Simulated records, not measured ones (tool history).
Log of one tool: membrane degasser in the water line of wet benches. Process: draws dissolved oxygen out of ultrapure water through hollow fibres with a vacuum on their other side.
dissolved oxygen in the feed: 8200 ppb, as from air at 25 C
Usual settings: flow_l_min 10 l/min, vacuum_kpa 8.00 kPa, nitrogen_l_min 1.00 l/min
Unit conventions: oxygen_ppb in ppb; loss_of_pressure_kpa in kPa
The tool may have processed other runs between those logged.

run,hour,flow_l_min,vacuum_kpa,nitrogen_l_min,oxygen_ppb,loss_of_pressure_kpa
1,0.0,10,8.00,1.00,277.4,50.53
2,101.2,10,8.00,1.00,280.9,50.47
3,219.2,10,8.00,1.58,241.4,50.52
4,322.4,10,15.38,1.58,350.2,50.73
5,491.6,10,15.38,1.58,352.3,50.55
6,636.2,10,16.01,1.00,463.8,50.58
7,793.6,10,16.01,1.00,458.9,51.24
8,884.0,10,16.01,1.00,453.5,50.88
9,1061.3,10,16.01,1.00,453.8,50.77
# hour 1075.7: vacuum gauge calibrated
10,1237.5,10,16.01,1.00,455.1,50.87
11,1422.0,10,8.00,1.00,290.8,51.26
12,1522.3,10,8.00,1.00,295.6,51.07
13,1704.4,10,8.00,1.00,288.6,51.05
14,1823.8,7,8.00,1.00,135.8,35.58
15,2003.4,10,8.00,1.00,291.1,51.11
16,2136.7,10,5.84,1.00,241.6,50.91
# hour 2198.0: vacuum gauge calibrated, once more
17,2212.9,7,5.84,0.79,105.7,35.98
18,2297.0,10,8.00,0.57,362.1,51.24
19,2441.2,10,9.08,1.00,317.7,51.07
20,2584.8,10,9.37,0.41,488.9,51.45
21,2691.3,14,6.84,2.16,494.7,71.13
22,2827.3,15,14.46,1.16,836.1,76.50
23,2919.6,15,6.29,1.16,613.4,76.58
24,3080.9,15,6.29,1.16,622.6,77.30
25,3222.6,6,5.94,0.53,102.5,30.98
26,3313.3,12,5.94,0.53,441.4,61.91
27,3495.3,11,16.91,1.29,508.6,56.82
28,3652.2,11,15.45,1.00,539.0,56.95
29,3804.2,12,7.71,1.76,385.5,61.72
30,3981.5,12,7.71,1.76,385.6,61.89
31,4073.5,12,7.71,1.76,391.8,62.24
32,4231.5,13,11.33,0.43,868.9,67.20

4 options for the next run, each taken on its own from the tool as it stands now. Forecast them:
A,4338.0,8,8.00,1.00,?,?
B,4338.0,6,6.76,0.80,?,?
C,4338.0,15,8.00,0.57,?,?
D,4338.0,9,8.00,1.00,?,?

run,oxygen_ppb,loss_of_pressure_kpa
A,185.0,41.58
B,97.1,30.93
C,781.0,77.64
D,237.3,46.62
Take away the tool's hidden state, keep each run's random variation, and the runs would have read:
run,oxygen_ppb,loss_of_pressure_kpa
A,160.8,39.55
B,84.5,29.40
C,707.6,73.84
D,206.4,44.34
